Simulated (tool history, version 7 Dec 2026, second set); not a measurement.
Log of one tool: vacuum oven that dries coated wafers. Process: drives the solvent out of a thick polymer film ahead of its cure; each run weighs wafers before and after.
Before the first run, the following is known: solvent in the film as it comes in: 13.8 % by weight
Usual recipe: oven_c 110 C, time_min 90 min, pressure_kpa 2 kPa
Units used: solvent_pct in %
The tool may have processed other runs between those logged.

run     day  oven_c  time_min  pressure_kpa  solvent_pct
  1       0     110        90             2         2.66
  2   0.692     110        90             2         2.72
  3   1.312     110        90             2         2.75
  4   2.183     110        90             2         2.71
  5   3.188     110        90             2          2.7
  6   3.654      98        90             2          5.8
  7   4.379      98        90             2         5.71
  8   5.308     110        90             2         2.71
  9   6.192     110        90             2         2.72
 10   6.717     110        90             2          2.6
 11   7.542     110        90             2         2.66
 12   8.262     110        90             2         2.67
 13   9.225     110        90             2         2.72
 14   9.788     110        90             2         2.66
 15  10.521     110       146          3.89         3.32
 16  11.083     101        90          5.77         7.87
 17  11.592     101        90          5.77         7.95
 18    12.3     101        90          5.77         7.97
 19  13.358     110       143          2.77         2.45
 20  14.296      97        51          2.77         8.29
 21  15.021     104        70          2.86         5.61
 22  15.908     110        90          2.87         3.26
 23  16.521     118        90             2         1.55
 24    17.3     118        90             2         1.53
 25   17.85     109       134          1.63         1.79

Here are 4 independent what-if runs from the current tool condition. What would each one return?
  A  18.688     112        77             2            ?
  B  18.688     121        81          7.19            ?
  C  18.688     112       134          1.63            ?
  D  18.688     110        90          6.89            ?

run  solvent_pct
  A         2.56
  B         4.09
  C          1.5
  D         6.08
Take away the tool's hidden state, keep each run's random variation, and the runs would have read:
run  solvent_pct
  A         2.64
  B         4.15
  C         1.45
  D         6.22

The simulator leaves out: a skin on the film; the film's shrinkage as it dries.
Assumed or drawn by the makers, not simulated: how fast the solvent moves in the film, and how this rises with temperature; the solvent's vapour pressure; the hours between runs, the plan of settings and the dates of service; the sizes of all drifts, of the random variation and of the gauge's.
